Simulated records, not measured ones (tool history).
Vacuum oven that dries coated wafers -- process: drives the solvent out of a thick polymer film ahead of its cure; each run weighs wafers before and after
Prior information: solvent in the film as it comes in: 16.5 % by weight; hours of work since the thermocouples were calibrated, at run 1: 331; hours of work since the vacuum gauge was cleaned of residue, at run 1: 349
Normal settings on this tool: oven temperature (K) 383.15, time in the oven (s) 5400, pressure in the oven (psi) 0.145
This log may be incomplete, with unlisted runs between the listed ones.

run   hour  oven temperature (K)  time in the oven (s)  pressure in the oven (psi)  hours of work since the thermocouples were calibrated  hours of work since the vacuum gauge was cleaned of residue  solvent left in the film (%)
  1    0.0                383.15                  5400                       0.145                                                    331                                                          349                          2.45
  2   13.6                383.15                  5400                       0.145                                                    340                                                          357                          2.44
  3   23.5                381.15                  5400                       0.145                                                    346                                                          363                          2.87
  4   33.4                381.15                  5400                       0.145                                                    352                                                          369                          2.92
  5   47.8                381.15                  5400                       0.145                                                    361                                                          378                          2.92
  6   63.5                381.15                  5400                       0.145                                                    370                                                          387                          2.79
  7   79.5                381.15                  5400                       0.145                                                    380                                                          397                          2.86
  8   95.0                381.15                  5400                       0.145                                                    389                                                          407                          2.96
  9  110.5                381.15                  5400                       0.145                                                    399                                                          416                          2.90
 10  124.8                381.15                  5400                       0.145                                                    408                                                          425                          2.84
 11  132.9                381.15                  5400                       0.145                                                    413                                                          430                          2.85
 12  142.7                381.15                  5400                       0.145                                                    419                                                          436                          2.93
 13  155.6                381.15                  5400                       0.145                                                    426                                                          444                          2.96
 14  170.6                381.15                  5400                       0.145                                                    436                                                          453                          2.90
 15  179.9                381.15                  5400                       0.145                                                    441                                                          459                          2.86
 16  186.5                383.15                  5400                       0.087                                                    445                                                          463                          2.21
 17  193.1                383.15                  8160                       0.145                                                    449                                                          467                          1.30
 18  205.2                383.15                  8160                       0.145                                                    457                                                          474                          1.36
 19  219.8                393.15                  5400                       0.145                                                    466                                                          483                          0.86
 20  235.2                383.15                  5400                       0.145                                                    475                                                          492                          2.36
 21  250.8                383.15                  5400                       0.145                                                    485                                                          502                          2.49
 22  261.5                383.15                  5400                       0.145                                                    491                                                          508                          2.43
 23  274.2                383.15                  4260                       0.145                                                    499                                                          516                          3.28
 24  290.4                383.15                  4260                       0.145                                                    509                                                          526                          3.16
 25  300.3                383.15                  5100                       0.181                                                    515                                                          532                          2.81
 26  312.8                383.15                  5100                       0.181                                                    522                                                          540                          2.71
 27  326.7                394.15                  9600                       0.181                                                    531                                                          548                          0.66
 28  333.6                368.15                  5340                       0.180                                                    535                                                          552                          7.31
 29  343.8                385.15                  7200                       0.244                                                    541                                                          559                          1.74
 30  358.0                385.15                  7200                       0.244                                                    550                                                          567                          1.66
 31  374.0                385.15                  7200                       0.244                                                    560                                                          577                          1.80
 32  385.1                385.15                  7200                       0.244                                                    567                                                          584                          1.71
 33  394.7                385.15                  8580                       0.087                                                    572                                                          590                          0.80
 34  410.7                393.15                  8580                       0.170                                                    582                                                          599                          0.63
 35  426.5                371.15                  5400                       0.145                                                    592                                                          609                          6.15
 36  442.1                371.15                  5400                       0.397                                                    601                                                          619                          7.26
 37  453.1                372.15                  5400                       0.544                                                    608                                                          625                          7.69
 38  462.8                379.15                  4440                       0.135                                                    614                                                          631                          4.24
 39  478.4                379.15                  4440                       0.135                                                    623                                                          641                          4.28
 40  486.0                379.15                  4440                       0.135                                                    628                                                          645                          4.23
 41  500.6                398.15                  4440                       0.093                                                    637                                                          654                          0.48
 42  511.1                383.15                  3840                       0.180                                                    643                                                          661                          3.89
 43  523.8                383.15                  3840                       0.180                                                    651                                                          668                          3.82
 44  535.1                383.15                  5940                       0.180                                                    658                                                          675                          2.24
 45  547.3                369.15                  3120                       0.131                                                    666                                                          683                          8.98
 46  561.3                369.15                  3840                       0.365                                                    674                                                          691                          9.21
 47  575.8                380.15                  2880                       0.299                                                    683                                                          700                          6.54

Below are 3 alternative next runs, each starting from the tool's condition after run 47. Predict each:
  A  587.4                388.15                  3120                       0.413                                                    690                                                          707                             ?
  B  587.4                383.15                  7260                       0.104                                                    690                                                          707                             ?
  C  587.4                380.15                  5640                       0.299                                                    690                                                          707                             ?

run  solvent left in the film (%)
  A                          4.26
  B                          1.39
  C                          3.77
The same runs, with their run-to-run variation unchanged, on a tool lacking any hidden condition would have given:
run  solvent left in the film (%)
  A                          4.25
  B                          1.38
  C                          3.75
